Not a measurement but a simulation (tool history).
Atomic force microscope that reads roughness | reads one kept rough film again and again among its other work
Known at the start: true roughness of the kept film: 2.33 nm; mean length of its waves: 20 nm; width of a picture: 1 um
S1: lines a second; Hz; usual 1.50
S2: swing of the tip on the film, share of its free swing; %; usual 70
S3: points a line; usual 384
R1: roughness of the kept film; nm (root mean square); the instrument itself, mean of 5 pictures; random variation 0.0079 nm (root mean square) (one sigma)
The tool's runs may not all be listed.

run	hour	S1	S2	S3	R1
1	0.0	1.50	70	384	0.994
# hour 16.1: new tip fitted
2	29.0	1.50	70	384	1.661
3	64.4	1.50	70	596	1.492
4	112.6	1.50	70	349	1.319
5	134.4	1.50	70	349	1.249
6	167.3	2.90	70	384	1.081
7	216.2	1.50	56	384	1.095
# hour 222.5: new tip fitted
8	251.9	1.50	86	384	1.437
9	301.4	1.50	86	384	1.222
10	324.3	1.50	86	384	1.158
11	366.4	1.50	70	384	1.159
12	414.9	1.50	70	384	1.046
# hour 428.8: new tip fitted
13	450.8	1.50	70	384	1.587
14	481.2	1.50	70	384	1.450
15	530.5	2.21	70	384	1.228
16	580.2	2.21	62	384	1.147
17	618.5	1.02	70	384	1.085
# hour 635.3: new tip fitted
18	669.7	1.02	70	384	1.580
19	715.0	1.02	70	384	1.390
# hour 736.7: height scale calibrated on a step standard
20	755.6	1.02	70	384	1.246
21	784.0	1.50	70	384	1.146
22	826.2	1.50	70	384	1.036
# hour 844.3: new tip fitted
23	873.6	1.50	70	384	1.552
24	899.0	1.50	70	384	1.421
25	934.3	1.50	70	384	1.298
26	964.4	1.50	59	384	1.259
27	995.5	1.32	83	940	1.083
28	1041.1	2.46	89	577	0.817
# hour 1052.4: new tip fitted
29	1086.9	0.55	70	649	1.622
30	1117.6	0.55	70	649	1.497
31	1142.4	0.55	70	649	1.388
32	1174.7	2.01	82	1003	1.106
33	1221.2	1.50	70	350	1.081
# hour 1260.5: new tip fitted
34	1265.1	1.18	60	384	1.750
35	1307.4	2.05	81	759	1.325
36	1331.0	2.39	86	474	1.131
37	1373.6	2.39	86	813	1.023
38	1417.0	2.39	86	813	0.920
39	1439.6	1.04	69	384	1.089
# hour 1469.5: new tip fitted
40	1490.3	1.04	59	289	1.674
41	1512.6	1.04	59	289	1.577
42	1560.9	1.69	59	275	1.361
43	1582.1	2.70	59	707	1.272
44	1630.5	2.71	59	707	1.133
# hour 1676.5: new tip fitted
45	1679.4	0.86	59	274	1.773
46	1726.0	0.95	67	384	1.542
47	1763.1	1.39	70	312	1.322
48	1812.3	1.00	60	487	1.254
49	1861.7	3.53	69	612	0.965

3 ways to go on from here, each from the tool as it stands after run 49. What would each give?
# hour 1885.7: new tip fitted
A	1901.2	2.74	69	420	?
# hour 1885.7: new tip fitted
B	1901.2	1.50	74	596	?
# hour 1885.7: new tip fitted
C	1901.2	0.52	70	890	?

run	R1
A	1.542
B	1.605
C	1.747
Without the tool's hidden state the same runs would have given:
run	R1
A	1.618
B	1.684
C	1.833
